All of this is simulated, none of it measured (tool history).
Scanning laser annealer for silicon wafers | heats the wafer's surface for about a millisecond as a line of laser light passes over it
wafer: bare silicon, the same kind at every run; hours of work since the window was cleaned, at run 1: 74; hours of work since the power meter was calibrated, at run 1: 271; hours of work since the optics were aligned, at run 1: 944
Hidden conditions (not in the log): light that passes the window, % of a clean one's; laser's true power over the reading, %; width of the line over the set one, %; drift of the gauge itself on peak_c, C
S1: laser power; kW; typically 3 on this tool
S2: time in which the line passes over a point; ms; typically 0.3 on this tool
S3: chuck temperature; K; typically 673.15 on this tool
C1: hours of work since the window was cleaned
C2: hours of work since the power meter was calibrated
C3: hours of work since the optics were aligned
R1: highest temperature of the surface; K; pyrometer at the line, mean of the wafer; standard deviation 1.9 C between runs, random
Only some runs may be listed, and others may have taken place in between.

{"run": 1, "hour": 0.0, "S1": 3, "S2": 0.3, "S3": 673.15, "C1": 74, "C2": 271, "C3": 944, "R1": 1410.15}
{"run": 2, "hour": 25.7, "S1": 3.205, "S2": 0.3, "S3": 673.15, "C1": 86, "C2": 284, "C3": 956, "R1": 1464.15}
{"run": 3, "hour": 49.0, "S1": 3.205, "S2": 0.3, "S3": 673.15, "C1": 97, "C2": 295, "C3": 968, "R1": 1469.15}
{"run": 4, "hour": 73.4, "S1": 3.205, "S2": 0.3, "S3": 673.15, "C1": 108, "C2": 306, "C3": 979, "R1": 1470.15}
{"run": 5, "hour": 91.8, "S1": 3, "S2": 0.3, "S3": 663.15, "C1": 117, "C2": 315, "C3": 988, "R1": 1399.15}
{"run": 6, "hour": 109.1, "S1": 3, "S2": 0.3, "S3": 673.15, "C1": 125, "C2": 323, "C3": 996, "R1": 1407.15}
{"run": 7, "hour": 126.5, "S1": 3, "S2": 0.3, "S3": 673.15, "C1": 133, "C2": 331, "C3": 1004, "R1": 1409.15}
{"run": 8, "hour": 140.2, "S1": 3, "S2": 0.3, "S3": 673.15, "C1": 140, "C2": 338, "C3": 1011, "R1": 1406.15}
{"run": 9, "hour": 154.6, "S1": 3, "S2": 0.244, "S3": 673.15, "C1": 147, "C2": 344, "C3": 1017, "R1": 1333.15}
{"run": 10, "hour": 166.6, "S1": 3, "S2": 0.3, "S3": 673.15, "C1": 152, "C2": 350, "C3": 1023, "R1": 1404.15}
{"run": 11, "hour": 194.0, "S1": 3, "S2": 0.3, "S3": 673.15, "C1": 165, "C2": 363, "C3": 1036, "R1": 1404.15}
{"run": 12, "hour": 214.0, "S1": 3, "S2": 0.3, "S3": 673.15, "C1": 175, "C2": 373, "C3": 1046, "R1": 1405.15}
{"run": 13, "hour": 236.1, "S1": 3, "S2": 0.3, "S3": 667.15, "C1": 185, "C2": 383, "C3": 1056, "R1": 1401.15}
{"run": 14, "hour": 255.4, "S1": 3, "S2": 0.212, "S3": 673.15, "C1": 194, "C2": 392, "C3": 1065, "R1": 1282.15}
{"run": 15, "hour": 282.7, "S1": 3, "S2": 0.3, "S3": 673.15, "C1": 207, "C2": 405, "C3": 1078, "R1": 1404.15}
{"run": 16, "hour": 296.2, "S1": 3, "S2": 0.3, "S3": 673.15, "C1": 214, "C2": 411, "C3": 1084, "R1": 1405.15}
{"run": 17, "hour": 323.8, "S1": 3, "S2": 0.3, "S3": 673.15, "C1": 227, "C2": 424, "C3": 1097, "R1": 1406.15}
{"run": 18, "hour": 345.5, "S1": 3, "S2": 0.3, "S3": 673.15, "C1": 237, "C2": 435, "C3": 1108, "R1": 1399.15}
{"run": 19, "hour": 365.2, "S1": 3, "S2": 0.3, "S3": 673.15, "C1": 246, "C2": 444, "C3": 1117, "R1": 1404.15}
{"run": 20, "hour": 378.0, "S1": 3.126, "S2": 0.3, "S3": 673.15, "C1": 252, "C2": 450, "C3": 1123, "R1": 1438.15}
{"run": 21, "hour": 393.9, "S1": 2.612, "S2": 0.3, "S3": 677.15, "C1": 260, "C2": 458, "C3": 1131, "R1": 1296.15}
{"run": 22, "hour": 422.6, "S1": 3, "S2": 0.308, "S3": 682.15, "C1": 273, "C2": 471, "C3": 1144, "R1": 1419.15}
{"run": 23, "hour": 436.5, "S1": 3, "S2": 0.308, "S3": 682.15, "C1": 280, "C2": 478, "C3": 1151, "R1": 1420.15}
{"run": 24, "hour": 449.4, "S1": 3, "S2": 0.32, "S3": 667.15, "C1": 286, "C2": 484, "C3": 1157, "R1": 1422.15}
{"run": 25, "hour": 470.1, "S1": 3, "S2": 0.32, "S3": 667.15, "C1": 296, "C2": 494, "C3": 1167, "R1": 1419.15}
{"run": 26, "hour": 498.1, "S1": 3, "S2": 0.32, "S3": 667.15, "C1": 309, "C2": 507, "C3": 1180, "R1": 1416.15}
{"run": 27, "hour": 522.8, "S1": 2.82, "S2": 0.261, "S3": 667.15, "C1": 321, "C2": 519, "C3": 1192, "R1": 1294.15}
{"run": 28, "hour": 548.3, "S1": 3, "S2": 0.244, "S3": 673.15, "C1": 333, "C2": 531, "C3": 1204, "R1": 1325.15}
{"run": 29, "hour": 565.4, "S1": 3.266, "S2": 0.244, "S3": 673.15, "C1": 341, "C2": 539, "C3": 1212, "R1": 1394.15}
{"run": 30, "hour": 582.1, "S1": 3.007, "S2": 0.271, "S3": 673.15, "C1": 349, "C2": 547, "C3": 1220, "R1": 1365.15}
{"run": 31, "hour": 597.5, "S1": 3.007, "S2": 0.271, "S3": 673.15, "C1": 356, "C2": 554, "C3": 1227, "R1": 1362.15}
{"run": 32, "hour": 617.8, "S1": 2.98, "S2": 0.276, "S3": 642.15, "C1": 366, "C2": 564, "C3": 1237, "R1": 1333.15}
{"run": 33, "hour": 644.4, "S1": 3.162, "S2": 0.281, "S3": 670.15, "C1": 378, "C2": 576, "C3": 1249, "R1": 1416.15}
{"run": 34, "hour": 668.9, "S1": 3.288, "S2": 0.32, "S3": 673.15, "C1": 390, "C2": 588, "C3": 1261, "R1": 1511.15}
{"run": 35, "hour": 690.6, "S1": 3.001, "S2": 0.277, "S3": 650.15, "C1": 400, "C2": 598, "C3": 1271, "R1": 1344.15}
{"run": 36, "hour": 712.5, "S1": 3.001, "S2": 0.262, "S3": 679.15, "C1": 411, "C2": 608, "C3": 1281, "R1": 1354.15}
{"run": 37, "hour": 740.5, "S1": 2.585, "S2": 0.342, "S3": 654.15, "C1": 424, "C2": 622, "C3": 1295, "R1": 1304.15}

Hidden state or all else? Some run-to-run changes of R1, split into what the settings, what came in and random variation would give without the hidden state, and what is left for the hidden state (with any gauge scatter that isn't in both results):
Run 14 -> 15: S2 0.212 -> 0.3. R1 +122 K: hidden state -4, all else +126.
Run 20 -> 21: S1 3.126 -> 2.612, S3 673.15 -> 677.15. R1 -142 K: hidden state +3, all else -145.
Run 21 -> 22: S1 2.612 -> 3, S2 0.3 -> 0.308, S3 677.15 -> 682.15. R1 +123 K: hidden state -3, all else +126.
Run 33 -> 34: S1 3.162 -> 3.288, S2 0.281 -> 0.32, S3 670.15 -> 673.15. R1 +95 K: hidden state -4, all else +99.
Run 34 -> 35: S1 3.288 -> 3.001, S2 0.32 -> 0.277, S3 673.15 -> 650.15. R1 -167 K: hidden state +4, all else -171.
